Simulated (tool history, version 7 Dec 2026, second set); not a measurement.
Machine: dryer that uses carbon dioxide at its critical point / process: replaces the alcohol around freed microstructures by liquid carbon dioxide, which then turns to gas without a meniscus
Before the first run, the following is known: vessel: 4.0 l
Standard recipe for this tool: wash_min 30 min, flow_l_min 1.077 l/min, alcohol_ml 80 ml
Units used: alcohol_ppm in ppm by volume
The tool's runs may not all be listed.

run   hour  wash_min  flow_l_min  alcohol_ml  alcohol_ppm
  1    0.0        30       1.077          80          182
  2   36.7        30       1.077          80          184
  3  108.6        30       1.077          80          201
  4  145.4        30       1.077          80          210
  5  192.2        30       1.077          80          224
  6  235.3        30       1.077          80          235
  7  277.1        35       1.077          80          228
  8  306.4        35       1.077          80          220
  9  370.8        30       1.077          80          251
 10  436.2        30       1.077          80          272
 11  487.0        30       1.077          80          277
 12  549.1        30       1.077          80          290
 13  600.1        30       1.077          80          314
     609.1  -- purifier's bed changed
 14  660.9        30       1.077          80           64
 15  714.3        22       1.077          80          256
     758.8  -- inlet filter changed
 16  766.5        22       1.130          80          110
 17  803.9        36       1.077          80           46
 18  841.2        43       1.077          80           50
 19  884.8        30       1.000         110          100
 20  922.1        30       1.077          97           80

Run 21 has not been measured yet. What should we expect?
 21  974.0        30       1.500          97            ?

{"run 21": {"alcohol_ppm": 85}}
Without the tool's hidden state the same run would have given alcohol_ppm 15 ppm by volume.
